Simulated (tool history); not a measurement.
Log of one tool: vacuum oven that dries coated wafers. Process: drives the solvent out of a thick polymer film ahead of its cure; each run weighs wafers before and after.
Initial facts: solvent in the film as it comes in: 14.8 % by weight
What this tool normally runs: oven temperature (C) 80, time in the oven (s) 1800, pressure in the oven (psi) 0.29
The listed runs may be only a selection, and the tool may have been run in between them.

Run 1, hour 0: usual settings. Result: solvent left in the film (%) 0.962.
Run 2, hour 13.1: usual settings. Result: solvent left in the film (%) 0.956.
Run 3, hour 30.6: usual settings. Result: solvent left in the film (%) 0.957.
Run 4, hour 44.3: usual settings. Result: solvent left in the film (%) 0.927.
Run 5, hour 61.3: usual settings. Result: solvent left in the film (%) 0.942.
Run 6, hour 78.7: usual settings. Result: solvent left in the film (%) 0.938.
Run 7, hour 94.1: usual settings. Result: solvent left in the film (%) 0.937.
Run 8, hour 108.2: usual settings. Result: solvent left in the film (%) 0.932.
Run 9, hour 122: usual settings. Result: solvent left in the film (%) 0.949.
Run 10, hour 140.5: usual settings. Result: solvent left in the film (%) 0.934.
Run 11, hour 149.5: usual settings. Result: solvent left in the film (%) 0.911.
Run 12, hour 162.9: usual settings. Result: solvent left in the film (%) 0.931.
Run 13, hour 180.9: usual settings but time in the oven (s) 1740. Result: solvent left in the film (%) 0.976.
At hour 183.7: vacuum gauge cleaned of residue and calibrated.
Run 14, hour 195.5: usual settings but time in the oven (s) 1740. Result: solvent left in the film (%) 0.962.
At hour 198.9: oven's thermocouples calibrated.
Run 15, hour 211.7: usual settings but time in the oven (s) 1740. Result: solvent left in the film (%) 1.18.
At hour 225.9: vacuum gauge cleaned of residue and calibrated, once more.
Run 16, hour 229.4: usual settings but time in the oven (s) 1740. Result: solvent left in the film (%) 1.173.
Run 17, hour 239.6: usual settings but time in the oven (s) 1740. Result: solvent left in the film (%) 1.164.
Run 18, hour 249.7: usual settings but pressure in the oven (psi) 0.402. Result: solvent left in the film (%) 1.406.
Run 19, hour 260.8: usual settings but pressure in the oven (psi) 0.402. Result: solvent left in the film (%) 1.393.
Run 20, hour 279.5: usual settings but pressure in the oven (psi) 0.402. Result: solvent left in the film (%) 1.39.
Run 21, hour 290.9: usual settings but pressure in the oven (psi) 0.402. Result: solvent left in the film (%) 1.391.
Run 22, hour 300.5: usual settings but oven temperature (C) 91, time in the oven (s) 2040, pressure in the oven (psi) 0.854. Result: solvent left in the film (%) 1.382.
Run 23, hour 310: usual settings but oven temperature (C) 68, time in the oven (s) 1260, pressure in the oven (psi) 0.503. Result: solvent left in the film (%) 5.557.
Run 24, hour 320.1: usual settings but time in the oven (s) 1920, pressure in the oven (psi) 0.631. Result: solvent left in the film (%) 1.857.
Run 25, hour 332: usual settings but oven temperature (C) 68, time in the oven (s) 1740, pressure in the oven (psi) 0.545. Result: solvent left in the film (%) 4.49.
Run 26, hour 342.5: usual settings but oven temperature (C) 68, time in the oven (s) 1740, pressure in the oven (psi) 0.545. Result: solvent left in the film (%) 4.492.
Run 27, hour 360.2: usual settings but oven temperature (C) 68, time in the oven (s) 1140, pressure in the oven (psi) 0.745. Result: solvent left in the film (%) 6.591.
Run 28, hour 369.2: usual settings but oven temperature (C) 68, time in the oven (s) 1140, pressure in the oven (psi) 0.593. Result: solvent left in the film (%) 6.192.
Run 29, hour 387.9: usual settings but oven temperature (C) 75, time in the oven (s) 2040. Result: solvent left in the film (%) 1.59.
Run 30, hour 406: usual settings but oven temperature (C) 84, time in the oven (s) 1620, pressure in the oven (psi) 0.299. Result: solvent left in the film (%) 0.868.
Run 31, hour 414.3: usual settings but oven temperature (C) 92, time in the oven (s) 1620, pressure in the oven (psi) 0.229. Result: solvent left in the film (%) 0.363.
Run 32, hour 423.7: usual settings but oven temperature (C) 85, time in the oven (s) 1620, pressure in the oven (psi) 0.396. Result: solvent left in the film (%) 0.981.
Run 33, hour 433.6: usual settings but oven temperature (C) 72, pressure in the oven (psi) 0.257. Result: solvent left in the film (%) 2.375.
Run 34, hour 442: usual settings but oven temperature (C) 78, time in the oven (s) 1740. Result: solvent left in the film (%) 1.404.
Run 35, hour 452.4: usual settings but oven temperature (C) 89, time in the oven (s) 1740, pressure in the oven (psi) 0.149. Result: solvent left in the film (%) 0.301.
Run 36, hour 461: usual settings but oven temperature (C) 89, time in the oven (s) 1740, pressure in the oven (psi) 0.149. Result: solvent left in the film (%) 0.294.
Run 37, hour 476.9: usual settings but oven temperature (C) 79. Result: solvent left in the film (%) 1.229.
Run 38, hour 486.3: usual settings but oven temperature (C) 79. Result: solvent left in the film (%) 1.213.
Run 39, hour 503.7: usual settings but oven temperature (C) 79. Result: solvent left in the film (%) 1.22.
Run 40, hour 521.3: usual settings but oven temperature (C) 79. Result: solvent left in the film (%) 1.214.
Run 41, hour 533: usual settings but time in the oven (s) 2160, pressure in the oven (psi) 0.387. Result: solvent left in the film (%) 1.132.

A few steps of solvent left in the film (%) between consecutive runs. Split each: what settings, incoming material and random variation would produce without the hidden state, and what is left over for the hidden state, along with gauge scatter present in only one of the two compared results (measured, and without hidden state):
What the log doesn't record here: true wafer temperature over the reading, C; true pressure over the reading, kPa; drift of the gauge itself on solvent_pct, %.
Run 14 -> 15: oven's thermocouples calibrated. solvent left in the film (%) +0.218: hidden state +0.208, all else +0.01.
Run 22 -> 23: oven temperature (C) 91 -> 68, time in the oven (s) 2040 -> 1260, pressure in the oven (psi) 0.854 -> 0.503. solvent left in the film (%) +4.175: hidden state -0.018, all else +4.193.
Run 23 -> 24: oven temperature (C) 68 -> 80, time in the oven (s) 1260 -> 1920, pressure in the oven (psi) 0.503 -> 0.631. solvent left in the film (%) -3.7: hidden state +0.012, all else -3.712.
Run 28 -> 29: oven temperature (C) 68 -> 75, time in the oven (s) 1140 -> 2040, pressure in the oven (psi) 0.593 -> 0.29. solvent left in the film (%) -4.602: hidden state +0.018, all else -4.62.
Run 32 -> 33: oven temperature (C) 85 -> 72, time in the oven (s) 1620 -> 1800, pressure in the oven (psi) 0.396 -> 0.257. solvent left in the film (%) +1.394: hidden state -0.029, all else +1.423.
Run 34 -> 35: oven temperature (C) 78 -> 89, pressure in the oven (psi) 0.29 -> 0.149. solvent left in the film (%) -1.103: hidden state +0.024, all else -1.127.

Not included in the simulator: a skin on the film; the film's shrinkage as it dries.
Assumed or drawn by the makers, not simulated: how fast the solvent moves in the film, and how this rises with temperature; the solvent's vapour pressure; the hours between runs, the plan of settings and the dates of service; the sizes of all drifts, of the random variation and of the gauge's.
